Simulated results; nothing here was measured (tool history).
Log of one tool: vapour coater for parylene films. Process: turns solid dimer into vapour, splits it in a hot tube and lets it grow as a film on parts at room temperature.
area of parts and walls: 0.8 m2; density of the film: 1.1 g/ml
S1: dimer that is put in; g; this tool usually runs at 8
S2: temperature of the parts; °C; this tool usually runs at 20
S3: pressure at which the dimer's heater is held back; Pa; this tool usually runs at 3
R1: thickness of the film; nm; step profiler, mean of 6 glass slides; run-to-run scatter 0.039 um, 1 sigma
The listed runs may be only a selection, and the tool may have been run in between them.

run 1 hour=0 | S1=8 S2=20 S3=3 | R1=4790
run 2 hour=11.6 | S1=8 S2=20 S3=3 | R1=4730
run 3 hour=19.9 | S1=8 S2=20 S3=3 | R1=4790
run 4 hour=28.3 | S1=8 S2=20 S3=3 | R1=4720
run 5 hour=39.5 | S1=8 S2=20 S3=3 | R1=4800
run 6 hour=47.9 | S1=8 S2=20 S3=3 | R1=4720
run 7 hour=62.4 | S1=8 S2=20 S3=3 | R1=4740
run 8 hour=77.7 | S1=8 S2=20 S3=3 | R1=4730
run 9 hour=91.5 | S1=8 S2=20 S3=3 | R1=4740
run 10 hour=100.2 | S1=8 S2=20 S3=3 | R1=4720
run 11 hour=113.5 | S1=8 S2=20 S3=3 | R1=4810
run 12 hour=126.6 | S1=8 S2=13 S3=3 | R1=5700
run 13 hour=133.3 | S1=8 S2=20 S3=3 | R1=4690
run 14 hour=142.3 | S1=8 S2=20 S3=3 | R1=4830
run 15 hour=152.3 | S1=8 S2=20 S3=3 | R1=4840
run 16 hour=166.7 | S1=10 S2=20 S3=3 | R1=5990
run 17 hour=174.4 | S1=10 S2=20 S3=3 | R1=5860
run 18 hour=189.3 | S1=10 S2=20 S3=3 | R1=5850
run 19 hour=196.8 | S1=10 S2=20 S3=3 | R1=5940
run 20 hour=206.1 | S1=10 S2=20 S3=3 | R1=5870
run 21 hour=215.5 | S1=10 S2=20 S3=3 | R1=5930
run 22 hour=228.5 | S1=8 S2=20 S3=5.17 | R1=4470
run 23 hour=242.1 | S1=12 S2=19 S3=7.77 | R1=6470
run 24 hour=249.6 | S1=12 S2=14 S3=3.67 | R1=8090
run 25 hour=262.8 | S1=5 S2=20 S3=3 | R1=2950
run 26 hour=275.3 | S1=5 S2=13 S3=3 | R1=3470
run 27 hour=285.8 | S1=3 S2=20 S3=2.05 | R1=1840
run 28 hour=298 | S1=3 S2=16 S3=6.96 | R1=1760
run 29 hour=307.5 | S1=12 S2=20 S3=6.93 | R1=6500
run 30 hour=318.3 | S1=4 S2=30 S3=8.44 | R1=1650
run 31 hour=329.7 | S1=7 S2=17 S3=7.86 | R1=4050
run 32 hour=338.3 | S1=7 S2=17 S3=7.86 | R1=4000
run 33 hour=345.3 | S1=7 S2=17 S3=7.86 | R1=3980
run 34 hour=360 | S1=5 S2=23 S3=7.71 | R1=2460
run 35 hour=373.8 | S1=5 S2=17 S3=4.28 | R1=3090
run 36 hour=385.4 | S1=5 S2=17 S3=4.28 | R1=3090
run 37 hour=396.1 | S1=6 S2=20 S3=3 | R1=3560
run 38 hour=407 | S1=8 S2=20 S3=2.97 | R1=4690
run 39 hour=418.1 | S1=6 S2=20 S3=2.67 | R1=3630
run 40 hour=431.3 | S1=12 S2=20 S3=2.96 | R1=7090

Run 41 comes next. What will it give?
run 41 hour=442.6 | S1=6 S2=20 S3=2.52 | R1=?

Run 41 yielded R1 3640 nm.
If the tool had no hidden condition, the same run with the same run-to-run variation would have returned R1 3660 nm.
